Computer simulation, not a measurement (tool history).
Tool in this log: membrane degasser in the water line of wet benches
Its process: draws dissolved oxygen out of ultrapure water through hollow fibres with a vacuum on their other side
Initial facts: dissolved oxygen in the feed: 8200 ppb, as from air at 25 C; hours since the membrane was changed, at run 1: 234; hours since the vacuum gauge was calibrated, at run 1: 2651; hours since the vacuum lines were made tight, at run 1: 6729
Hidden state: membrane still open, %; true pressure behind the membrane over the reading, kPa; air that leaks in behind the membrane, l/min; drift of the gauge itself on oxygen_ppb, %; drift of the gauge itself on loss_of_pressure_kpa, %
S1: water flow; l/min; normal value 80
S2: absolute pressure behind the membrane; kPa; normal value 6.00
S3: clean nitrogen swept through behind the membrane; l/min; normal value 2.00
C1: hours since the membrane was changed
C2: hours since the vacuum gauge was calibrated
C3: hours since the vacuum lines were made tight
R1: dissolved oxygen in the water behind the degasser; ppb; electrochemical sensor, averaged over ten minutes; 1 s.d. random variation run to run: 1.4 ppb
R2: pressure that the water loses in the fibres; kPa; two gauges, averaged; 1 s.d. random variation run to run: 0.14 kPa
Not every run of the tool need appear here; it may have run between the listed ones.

Run 1, hour 0.0: usual settings; C1 234; C2 2651; C3 6729. Result: R1 282.8 ppb, R2 41.05 kPa.
Run 2, hour 59.9: usual settings; C1 294; C2 2711; C3 6789. Result: R1 284.9 ppb, R2 41.25 kPa.
Run 3, hour 113.8: usual settings; C1 348; C2 2764; C3 6843. Result: R1 284.5 ppb, R2 41.22 kPa.
Run 4, hour 197.6: usual settings; C1 431; C2 2848; C3 6927. Result: R1 286.2 ppb, R2 41.13 kPa.
Run 5, hour 248.6: usual settings; C1 482; C2 2899; C3 6978. Result: R1 283.8 ppb, R2 41.28 kPa.
Run 6, hour 355.7: usual settings but S2 14.81 kPa; C1 590; C2 3006; C3 7085. Result: R1 909.5 ppb, R2 41.11 kPa.
Run 7, hour 420.9: usual settings but S2 5.39 kPa; C1 655; C2 3072; C3 7150. Result: R1 237.1 ppb, R2 41.18 kPa.
Run 8, hour 503.5: usual settings but S2 5.39 kPa; C1 737; C2 3154; C3 7233. Result: R1 237.0 ppb, R2 41.23 kPa.
Run 9, hour 569.0: usual settings but S2 5.39 kPa; C1 803; C2 3220; C3 7298. Result: R1 239.5 ppb, R2 41.24 kPa.
Run 10, hour 638.5: usual settings but S2 5.18 kPa; C1 872; C2 3289; C3 7368. Result: R1 221.6 ppb, R2 41.18 kPa.
Run 11, hour 735.6: usual settings but S2 5.18 kPa, S3 1.99 l/min; C1 969; C2 3386; C3 7465. Result: R1 223.6 ppb, R2 40.99 kPa.
Run 12, hour 804.0: usual settings but S1 70 l/min, S2 4.71 kPa; C1 1038; C2 3455; C3 7533. Result: R1 145.4 ppb, R2 36.16 kPa.
Run 13, hour 884.2: usual settings but S1 70 l/min, S2 4.71 kPa; C1 1118; C2 3535; C3 7613. Result: R1 145.6 ppb, R2 36.17 kPa.
Run 14, hour 973.5: usual settings but S2 4.28 kPa, S3 5.50 l/min; C1 1207; C2 3624; C3 7703. Result: R1 103.6 ppb, R2 41.35 kPa.
Run 15, hour 1055.0: usual settings but S1 105 l/min, S3 4.66 l/min; C1 1289; C2 3706; C3 7784. Result: R1 315.2 ppb, R2 54.25 kPa.
Run 16, hour 1149.2: usual settings but S1 105 l/min, S2 11.96 kPa, S3 2.02 l/min; C1 1383; C2 3800; C3 7878. Result: R1 957.3 ppb, R2 54.18 kPa.
Run 17, hour 1244.0: usual settings but S1 105 l/min, S2 11.06 kPa, S3 2.16 l/min; C1 1478; C2 3895; C3 7973. Result: R1 852.4 ppb, R2 54.15 kPa.
At hour 1329.5: seals of the vacuum lines changed.
Run 18, hour 1351.3: usual settings but S1 105 l/min, S2 11.06 kPa, S3 2.16 l/min; C1 1583; C2 4000; C3 22. Result: R1 855.1 ppb, R2 54.07 kPa.
Run 19, hour 1400.2: usual settings but S1 105 l/min, S2 11.06 kPa, S3 2.16 l/min; C1 1632; C2 4049; C3 71. Result: R1 864.9 ppb, R2 53.97 kPa.

Forecast each of these 3 alternatives for the next run:
Run A, hour 1464.9: usual settings but S3 0.84 l/min; C1 1697; C2 4114; C3 135. Result: R1 ?, R2 ?.
Run B, hour 1464.9: usual settings but S1 56 l/min, S2 11.06 kPa, S3 4.05 l/min; C1 1697; C2 4114; C3 135. Result: R1 ?, R2 ?.
Run C, hour 1464.9: usual settings but S1 65 l/min, S2 13.31 kPa; C1 1697; C2 4114; C3 135. Result: R1 ?, R2 ?.

run     R1     R2
  A  473.0  41.24
  B  257.1  28.84
  C  671.9  33.73
The same runs, with their run-to-run variation unchanged, on a tool lacking any hidden condition would have given:
run     R1     R2
  A  465.8  41.23
  B  253.2  28.84
  C  661.7  33.73
